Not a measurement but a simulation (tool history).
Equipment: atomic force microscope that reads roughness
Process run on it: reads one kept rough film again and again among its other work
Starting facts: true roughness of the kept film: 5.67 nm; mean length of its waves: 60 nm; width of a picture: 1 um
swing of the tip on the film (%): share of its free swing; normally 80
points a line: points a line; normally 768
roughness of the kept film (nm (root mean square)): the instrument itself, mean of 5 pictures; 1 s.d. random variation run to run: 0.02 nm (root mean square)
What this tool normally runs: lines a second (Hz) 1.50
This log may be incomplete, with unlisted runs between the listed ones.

run,hour,lines a second (Hz),swing of the tip on the film (%),points a line,roughness of the kept film (nm (root mean square))
1,0.0,1.50,80,768,4.693
2,67.5,1.50,82,768,4.348
# hour 75.9: new tip fitted
3,126.2,1.50,82,768,4.623
4,175.8,1.50,80,768,4.440
# hour 210.1: new tip fitted
5,211.7,1.50,80,768,4.907
6,253.0,1.50,80,768,4.700
7,297.9,1.50,80,768,4.529
# hour 341.8: new tip fitted
8,352.4,1.50,80,965,4.872
9,394.1,1.50,80,965,4.645
10,438.3,1.50,80,965,4.451
# hour 443.7: height scale calibrated on a step standard
# hour 473.4: new tip fitted
11,485.8,1.50,80,965,4.847
12,539.8,1.50,58,881,4.851
# hour 561.2: height scale calibrated on a step standard, once more
13,570.3,1.79,86,419,4.304
# hour 607.4: new tip fitted
14,610.6,1.79,86,419,4.705
15,644.9,1.79,86,419,4.551
16,680.5,2.19,73,805,4.633
17,711.7,2.19,73,805,4.506
# hour 739.4: new tip fitted
18,748.6,1.50,67,770,5.079
19,787.1,1.50,70,768,4.855

Forecast each of these 5 alternatives for the next run:
A,830.8,3.27,55,885,?
B,830.8,1.50,70,936,?
C,830.8,1.50,60,466,?
D,830.8,1.77,70,768,?
E,830.8,1.50,80,698,?

run,roughness of the kept film (nm (root mean square))
A,4.670
B,4.636
C,4.758
D,4.641
E,4.529
Without the tool's hidden state the same runs would have given:
run,roughness of the kept film (nm (root mean square))
A,5.107
B,5.069
C,5.203
D,5.075
E,4.953
